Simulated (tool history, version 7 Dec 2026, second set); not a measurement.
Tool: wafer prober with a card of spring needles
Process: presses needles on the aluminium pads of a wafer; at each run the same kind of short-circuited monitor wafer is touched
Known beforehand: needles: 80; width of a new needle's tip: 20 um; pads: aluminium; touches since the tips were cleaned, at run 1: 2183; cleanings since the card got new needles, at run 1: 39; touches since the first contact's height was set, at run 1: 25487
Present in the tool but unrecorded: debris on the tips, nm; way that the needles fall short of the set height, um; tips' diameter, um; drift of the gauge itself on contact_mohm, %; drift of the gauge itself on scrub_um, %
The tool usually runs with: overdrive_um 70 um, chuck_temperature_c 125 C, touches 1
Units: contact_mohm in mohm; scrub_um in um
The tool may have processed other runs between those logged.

| run | hour | overdrive_um | chuck_temperature_c | touches | touches since the tips were cleaned | cleanings since the card got new needles | touches since the first contact's height was set | contact_mohm | scrub_um |
|---|---|---|---|---|---|---|---|---|---|
| 1 | 0.0 | 70 | 125 | 1 | 2183 | 39 | 25487 | 162 | 10.56 |
|  | 9.6 | tips cleaned on abrasive film |
| 2 | 23.2 | 70 | 125 | 1 | 4582 | 40 | 33262 | 170 | 10.47 |
|  | 25.5 | tips cleaned on abrasive film |
|  | 41.0 | tips cleaned on abrasive film |
| 3 | 50.2 | 70 | 125 | 1 | 3101 | 42 | 42264 | 163 | 10.46 |
|  | 56.9 | tips cleaned on abrasive film |
|  | 71.0 | tips cleaned on abrasive film |
| 4 | 83.0 | 70 | 125 | 1 | 4037 | 44 | 53203 | 165 | 10.41 |
|  | 85.5 | tips cleaned on abrasive film |
|  | 101.6 | tips cleaned on abrasive film |
|  | 118.4 | tips cleaned on abrasive film |
| 5 | 120.6 | 70 | 125 | 1 | 722 | 47 | 65736 | 148 | 10.41 |
|  | 132.5 | tips cleaned on abrasive film |
| 6 | 143.3 | 70 | 74 | 1 | 3650 | 48 | 73352 | 163 | 10.40 |
|  | 146.9 | tips cleaned on abrasive film |
|  | 161.5 | tips cleaned on abrasive film |
| 7 | 161.5 | 70 | 74 | 1 | 0 | 50 | 79375 | 128 | 10.41 |
|  | 175.7 | tips cleaned on abrasive film |
| 8 | 183.0 | 62 | 125 | 1 | 2457 | 51 | 86597 | 176 | 9.19 |
|  | 192.5 | tips cleaned on abrasive film |
|  | 192.8 | height of the first contact set anew |
| 9 | 202.2 | 62 | 125 | 1 | 3155 | 52 | 3155 | 177 | 9.32 |
|  | 207.1 | tips cleaned on abrasive film |
| 10 | 220.7 | 90 | 101 | 2 | 4575 | 53 | 9351 | 140 | 13.57 |
|  | 224.3 | tips cleaned on abrasive film |
| 11 | 238.1 | 60 | 54 | 1 | 4646 | 54 | 15163 | 183 | 9.06 |
|  | 240.1 | tips cleaned on abrasive film |
|  | 255.1 | tips cleaned on abrasive film |
|  | 270.8 | tips cleaned on abrasive film |
| 12 | 270.8 | 60 | 85 | 1 | 0 | 57 | 26042 | 132 | 9.04 |
|  | 286.3 | tips cleaned on abrasive film |
|  | 301.7 | tips cleaned on abrasive film |
| 13 | 301.7 | 60 | 85 | 1 | 0 | 59 | 36360 | 135 | 8.99 |

How the hidden state differs across the entries between the runs, from the last listed run before each to the first after it:
After run 1, before run 2: tips cleaned on abrasive film (hour 9.6)
  debris on the tips, nm: 127.3 -> 150.5; way that the needles fall short of the set height, um: 0.37 -> 0.43; tips' diameter, um: 20.97 -> 20.99
  difference, measured minus the result without the unlogged condition, contact_mohm: +35 -> +42 mohm; scrub_um: -0.06 -> -0.07 um
After run 2, before run 3: tips cleaned on abrasive film (hour 25.5); tips cleaned on abrasive film (hour 41.0)
  debris on the tips, nm: 150.5 -> 133.5; way that the needles fall short of the set height, um: 0.43 -> 0.6; tips' diameter, um: 20.99 -> 21.05
  difference, measured minus the result without the unlogged condition, contact_mohm: +42 -> +37 mohm; scrub_um: -0.07 -> -0.09 um
After run 3, before run 4: tips cleaned on abrasive film (hour 56.9); tips cleaned on abrasive film (hour 71.0)
  debris on the tips, nm: 133.5 -> 142.5; way that the needles fall short of the set height, um: 0.6 -> 0.79; tips' diameter, um: 21.05 -> 21.12
  difference, measured minus the result without the unlogged condition, contact_mohm: +37 -> +39 mohm; scrub_um: -0.09 -> -0.12 um
After run 4, before run 5: tips cleaned on abrasive film (hour 85.5); tips cleaned on abrasive film (hour 101.6); tips cleaned on abrasive film (hour 118.4)
  debris on the tips, nm: 142.5 -> 62.2; way that the needles fall short of the set height, um: 0.79 -> 1.01; tips' diameter, um: 21.12 -> 21.2
  difference, measured minus the result without the unlogged condition, contact_mohm: +39 -> +18 mohm; scrub_um: -0.12 -> -0.15 um
After run 5, before run 6: tips cleaned on abrasive film (hour 132.5)
  debris on the tips, nm: 62.2 -> 140.7; way that the needles fall short of the set height, um: 1.01 -> 1.1; tips' diameter, um: 21.2 -> 21.23
  difference, measured minus the result without the unlogged condition, contact_mohm: +18 -> +43 mohm; scrub_um: -0.15 -> -0.17 um
After run 6, before run 7: tips cleaned on abrasive film (hour 146.9); tips cleaned on abrasive film (hour 161.5)
  debris on the tips, nm: 140.7 -> 17.6; way that the needles fall short of the set height, um: 1.1 -> 1.24; tips' diameter, um: 21.23 -> 21.28
  difference, measured minus the result without the unlogged condition, contact_mohm: +43 -> +6 mohm; scrub_um: -0.17 -> -0.18 um
After run 7, before run 8: tips cleaned on abrasive film (hour 175.7)
  debris on the tips, nm: 17.6 -> 126.1; way that the needles fall short of the set height, um: 1.24 -> 1.3; tips' diameter, um: 21.28 -> 21.3
  difference, measured minus the result without the unlogged condition, contact_mohm: +6 -> +45 mohm; scrub_um: -0.18 -> -0.20 um
After run 8, before run 9: tips cleaned on abrasive film (hour 192.5); height of the first contact set anew (hour 192.8)
  debris on the tips, nm: 126.1 -> 139.8; way that the needles fall short of the set height, um: 1.3 -> 0; tips' diameter, um: 21.3 -> 21.33
  difference, measured minus the result without the unlogged condition, contact_mohm: +45 -> +48 mohm; scrub_um: -0.20 -> +0.00 um
After run 9, before run 10: tips cleaned on abrasive film (hour 207.1)
  debris on the tips, nm: 139.8 -> 152.8; way that the needles fall short of the set height, um: 0 -> 0.06; tips' diameter, um: 21.33 -> 21.35
  difference, measured minus the result without the unlogged condition, contact_mohm: +48 -> +18 mohm; scrub_um: +0.00 -> -0.01 um
After run 10, before run 11: tips cleaned on abrasive film (hour 224.3)
  debris on the tips, nm: 152.8 -> 147.3; way that the needles fall short of the set height, um: 0.06 -> 0.12; tips' diameter, um: 21.35 -> 21.37
  difference, measured minus the result without the unlogged condition, contact_mohm: +18 -> +61 mohm; scrub_um: -0.01 -> -0.02 um
After run 11, before run 12: tips cleaned on abrasive film (hour 240.1); tips cleaned on abrasive film (hour 255.1); tips cleaned on abrasive film (hour 270.8)
  debris on the tips, nm: 147.3 -> 17.1; way that the needles fall short of the set height, um: 0.12 -> 0.37; tips' diameter, um: 21.37 -> 21.46
  difference, measured minus the result without the unlogged condition, contact_mohm: +61 -> +8 mohm; scrub_um: -0.02 -> -0.06 um
After run 12, before run 13: tips cleaned on abrasive film (hour 286.3); tips cleaned on abrasive film (hour 301.7)
  debris on the tips, nm: 17.1 -> 16.2; way that the needles fall short of the set height, um: 0.37 -> 0.52; tips' diameter, um: 21.46 -> 21.51
  difference, measured minus the result without the unlogged condition, contact_mohm: +8 -> +8 mohm; scrub_um: -0.06 -> -0.08 um

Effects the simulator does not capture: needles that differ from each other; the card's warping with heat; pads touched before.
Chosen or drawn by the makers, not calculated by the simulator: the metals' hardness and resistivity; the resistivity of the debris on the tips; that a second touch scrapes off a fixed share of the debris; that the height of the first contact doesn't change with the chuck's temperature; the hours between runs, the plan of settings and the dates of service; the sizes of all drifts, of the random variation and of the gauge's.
